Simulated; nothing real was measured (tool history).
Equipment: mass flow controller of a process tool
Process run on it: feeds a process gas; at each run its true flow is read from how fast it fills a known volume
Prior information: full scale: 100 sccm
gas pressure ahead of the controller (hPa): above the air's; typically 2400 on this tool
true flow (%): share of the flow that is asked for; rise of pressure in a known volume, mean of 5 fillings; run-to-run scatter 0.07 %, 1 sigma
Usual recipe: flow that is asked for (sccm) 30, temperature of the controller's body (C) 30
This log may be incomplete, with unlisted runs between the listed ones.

run    hour  flow that is asked for (sccm)  gas pressure ahead of the controller (hPa)  temperature of the controller's body (C)  true flow (%)
  1     0.0                             30                                        2400                                        30         103.70
      327.4  -- controller exchanged for a calibrated one
  2   481.8                             41                                        2400                                        30          99.01
  3  1021.2                             41                                        2400                                        30          99.27
  4  1384.8                             30                                        2400                                        22          98.81
  5  1807.7                             74                                        2400                                        30         100.39
  6  2125.5                             30                                        2670                                        30          99.98
  7  2615.0                             30                                        2670                                        30         100.25
  8  3002.6                             25                                        2400                                        30         100.52
  9  3556.5                             25                                        2400                                        30         100.77
 10  3862.3                             30                                        2400                                        30         100.95
 11  4268.5                             41                                        1940                                        30         100.75
 12  4613.6                             41                                        1940                                        30         100.94
 13  5045.4                             32                                        1940                                        21         100.68
 14  5431.5                             77                                        2710                                        30         101.80
 15  5780.2                             19                                        1800                                        21         102.12
 16  6205.8                             39                                        2710                                        36         102.42
 17  6509.3                             26                                        2300                                        29         102.70
 18  6843.6                             48                                        1940                                        22         101.34
 19  7375.7                             38                                        2330                                        38         103.11
 20  7755.1                             38                                        2330                                        38         103.23

Table of differences, measured result less the result of that run with no hidden state. Run-to-run variation is the same in both. Gauge scatter possibly is not:
Hidden conditions of the tool in this case: flow at rest that the sensor doesn't see, % of full scale; true flow over the shown one, %; drift of the gauge itself on true_pct, %.
run  true flow (%)
  1          +4.92
  2          -0.01
  3          +0.24
  4          +0.56
  5          +0.44
  6          +1.00
  7          +1.31
  8          +1.78
  9          +2.14
 10          +2.06
 11          +1.86
 12          +2.04
 13          +2.67
 14          +1.72
 15          +4.51
 16          +2.90
 17          +4.05
 18          +2.85
 19          +3.56
 20          +3.76

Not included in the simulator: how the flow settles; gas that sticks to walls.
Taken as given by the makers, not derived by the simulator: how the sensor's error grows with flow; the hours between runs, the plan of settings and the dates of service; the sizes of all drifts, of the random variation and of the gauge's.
